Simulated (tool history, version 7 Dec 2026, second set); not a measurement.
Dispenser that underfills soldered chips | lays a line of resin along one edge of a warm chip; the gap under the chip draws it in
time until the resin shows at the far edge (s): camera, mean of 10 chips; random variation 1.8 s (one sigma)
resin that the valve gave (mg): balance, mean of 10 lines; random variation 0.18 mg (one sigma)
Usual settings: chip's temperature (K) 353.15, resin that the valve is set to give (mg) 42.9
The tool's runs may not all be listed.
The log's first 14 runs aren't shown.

run	hour	chip's temperature (K)	resin that the valve is set to give (mg)	time until the resin shows at the far edge (s)	resin that the valve gave (mg)
# hour 60.5: new syringe of resin
15	60.9	353.15	42.9	180.6	42.37
16	65.5	353.15	42.9	231.6	42.42
17	70.4	353.15	42.9	302.4	42.45
# hour 71: new syringe of resin
18	76.3	353.15	52.1	223.3	51.39
# hour 81.4: new syringe of resin
19	82.3	366.15	45.7	97.4	44.77
20	86.7	366.15	45.7	122.2	44.39
# hour 91.8: new syringe of resin
21	91.9	347.15	46.3	232.6	44.81
22	96.2	353.15	46	216.1	44.5
23	101.7	353.15	54.4	288.4	52.77
# hour 102.3: new syringe of resin
24	104.5	356.15	54.4	165.8	52.33
25	107.5	360.15	45.3	161.2	43.47
26	110.8	355.15	50.9	242.8	48.62
# hour 113: new syringe of resin
27	115.5	355.15	50.9	173.5	48.79
28	119	367.15	38	120.4	36.28
# hour 123.6: new syringe of resin
29	123.9	343.15	50.5	292.1	47.86
30	126.4	340.15	40.4	407.8	38.13
31	130.6	343.15	53.5	413	50.69
32	133.1	364.15	53.5	163.8	50.1
# hour 134.2: new syringe of resin
# hour 135.2: dispensing valve cleaned and set on the balance
33	137.8	353.15	40.9	197.1	40.97
34	142.6	351.15	45.6	281.3	45.54
# hour 145.8: new syringe of resin
35	148	351.15	45.6	214.4	45.03

3 ways to go on from here, each from the tool as it stands after run 35. What would each give?
A	151.8	353.15	42.9	?	?
B	151.8	352.15	38.5	?	?
C	151.8	351.15	48.2	?	?

run	time until the resin shows at the far edge (s)	resin that the valve gave (mg)
A	237.2	42.41
B	254	38.39
C	261.1	47.83
Without the tool's hidden state the same runs would have given:
run	time until the resin shows at the far edge (s)	resin that the valve gave (mg)
A	179.5	42.88
B	192.3	38.81
C	198.1	48.36
